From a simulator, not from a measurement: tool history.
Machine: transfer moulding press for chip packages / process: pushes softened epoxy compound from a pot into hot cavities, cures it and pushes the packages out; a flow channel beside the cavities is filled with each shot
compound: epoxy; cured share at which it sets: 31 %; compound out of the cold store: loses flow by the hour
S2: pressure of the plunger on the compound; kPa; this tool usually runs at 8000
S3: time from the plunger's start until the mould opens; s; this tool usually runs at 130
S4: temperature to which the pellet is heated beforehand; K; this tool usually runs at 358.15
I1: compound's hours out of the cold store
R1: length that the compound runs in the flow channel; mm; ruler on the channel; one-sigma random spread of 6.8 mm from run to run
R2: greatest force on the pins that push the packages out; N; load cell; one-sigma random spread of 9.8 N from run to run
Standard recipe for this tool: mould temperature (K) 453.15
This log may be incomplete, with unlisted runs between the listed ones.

{"run": 1, "hour": 0.0, "mould temperature (K)": 453.15, "S2": 8000, "S3": 130, "S4": 358.15, "I1": 12.7, "R1": 832, "R2": 735}
{"hour": 15.8, "done": "cavities cleaned with cleaning compound and waxed"}
{"run": 2, "hour": 27.1, "mould temperature (K)": 453.15, "S2": 8000, "S3": 130, "S4": 358.15, "I1": 14.0, "R1": 840, "R2": 548}
{"hour": 81.5, "done": "cavities cleaned with cleaning compound and waxed"}
{"run": 3, "hour": 84.3, "mould temperature (K)": 453.15, "S2": 8000, "S3": 130, "S4": 358.15, "I1": 38.9, "R1": 729, "R2": 446}
{"run": 4, "hour": 121.9, "mould temperature (K)": 453.15, "S2": 8000, "S3": 130, "S4": 358.15, "I1": 29.6, "R1": 739, "R2": 665}
{"hour": 148.2, "done": "cavities cleaned with cleaning compound and waxed"}
{"run": 5, "hour": 164.7, "mould temperature (K)": 453.15, "S2": 8000, "S3": 130, "S4": 358.15, "I1": 41.1, "R1": 712, "R2": 529}
{"run": 6, "hour": 202.7, "mould temperature (K)": 453.15, "S2": 8000, "S3": 130, "S4": 358.15, "I1": 31.9, "R1": 738, "R2": 691}
{"hour": 214.0, "done": "cavities cleaned with cleaning compound and waxed"}
{"run": 7, "hour": 255.1, "mould temperature (K)": 453.15, "S2": 8000, "S3": 130, "S4": 358.15, "I1": 35.9, "R1": 710, "R2": 669}
{"hour": 281.3, "done": "cavities cleaned with cleaning compound and waxed"}
{"run": 8, "hour": 290.7, "mould temperature (K)": 453.15, "S2": 8000, "S3": 168, "S4": 358.15, "I1": 17.5, "R1": 775, "R2": 412}
{"run": 9, "hour": 323.1, "mould temperature (K)": 453.15, "S2": 8000, "S3": 168, "S4": 358.15, "I1": 13.3, "R1": 781, "R2": 522}
{"hour": 350.1, "done": "cavities cleaned with cleaning compound and waxed"}
{"run": 10, "hour": 382.0, "mould temperature (K)": 453.15, "S2": 8000, "S3": 130, "S4": 358.15, "I1": 13.5, "R1": 770, "R2": 662}
{"hour": 417.5, "done": "cavities cleaned with cleaning compound and waxed"}
{"run": 11, "hour": 435.6, "mould temperature (K)": 453.15, "S2": 8000, "S3": 130, "S4": 358.15, "I1": 34.1, "R1": 694, "R2": 556}
{"run": 12, "hour": 471.9, "mould temperature (K)": 453.15, "S2": 8000, "S3": 137, "S4": 358.15, "I1": 10.4, "R1": 763, "R2": 687}
{"hour": 487.8, "done": "cavities cleaned with cleaning compound and waxed"}
{"run": 13, "hour": 526.0, "mould temperature (K)": 453.15, "S2": 8000, "S3": 137, "S4": 358.15, "I1": 37.2, "R1": 670, "R2": 630}
{"hour": 555.9, "done": "cavities cleaned with cleaning compound and waxed"}
{"run": 14, "hour": 565.6, "mould temperature (K)": 453.15, "S2": 6480, "S3": 117, "S4": 362.15, "I1": 46.9, "R1": 579, "R2": 611}
{"run": 15, "hour": 615.9, "mould temperature (K)": 453.15, "S2": 6480, "S3": 117, "S4": 362.15, "I1": 19.0, "R1": 635, "R2": 939}
{"hour": 622.5, "done": "cavities cleaned with cleaning compound and waxed"}
{"run": 16, "hour": 670.7, "mould temperature (K)": 453.15, "S2": 8370, "S3": 142, "S4": 358.15, "I1": 47.3, "R1": 643, "R2": 600}
{"hour": 690.9, "done": "cavities cleaned with cleaning compound and waxed"}
{"run": 17, "hour": 702.0, "mould temperature (K)": 450.15, "S2": 8370, "S3": 142, "S4": 358.15, "I1": 37.1, "R1": 670, "R2": 574}
{"hour": 722.8, "done": "plunger's sealing rings changed"}
{"run": 18, "hour": 732.0, "mould temperature (K)": 450.15, "S2": 8700, "S3": 142, "S4": 353.15, "I1": 28.3, "R1": 813, "R2": 721}
{"hour": 762.0, "done": "cavities cleaned with cleaning compound and waxed"}
{"run": 19, "hour": 789.1, "mould temperature (K)": 459.15, "S2": 8000, "S3": 161, "S4": 349.15, "I1": 14.2, "R1": 798, "R2": 461}
{"hour": 830.0, "done": "cavities cleaned with cleaning compound and waxed"}
{"run": 20, "hour": 838.5, "mould temperature (K)": 448.15, "S2": 9230, "S3": 122, "S4": 349.15, "I1": 33.5, "R1": 817, "R2": 904}
{"run": 21, "hour": 868.7, "mould temperature (K)": 460.15, "S2": 6430, "S3": 153, "S4": 358.15, "I1": 13.7, "R1": 706, "R2": 497}
{"hour": 898.7, "done": "cavities cleaned with cleaning compound and waxed"}
{"run": 22, "hour": 913.6, "mould temperature (K)": 453.15, "S2": 6160, "S3": 153, "S4": 358.15, "I1": 34.2, "R1": 660, "R2": 466}
{"hour": 966.2, "done": "cavities cleaned with cleaning compound and waxed"}
{"run": 23, "hour": 970.9, "mould temperature (K)": 453.15, "S2": 8000, "S3": 115, "S4": 358.15, "I1": 36.9, "R1": 724, "R2": 659}
{"run": 24, "hour": 1015.4, "mould temperature (K)": 453.15, "S2": 7600, "S3": 131, "S4": 358.15, "I1": 46.5, "R1": 656, "R2": 680}
{"hour": 1034.2, "done": "cavities cleaned with cleaning compound and waxed"}
{"run": 25, "hour": 1064.0, "mould temperature (K)": 453.15, "S2": 7600, "S3": 131, "S4": 358.15, "I1": 31.0, "R1": 706, "R2": 657}

For run 26, what comes out?
{"hour": 1102.6, "done": "cavities cleaned with cleaning compound and waxed"}
{"run": 26, "hour": 1116.4, "mould temperature (K)": 451.15, "S2": 8020, "S3": 118, "S4": 365.15, "I1": 29.5, "R1": "?", "R2": "?"}

R1: 726 mm
R2: 739 N
The same run, on a tool lacking any hidden state, would have yielded R1 781 mm, R2 566 N.
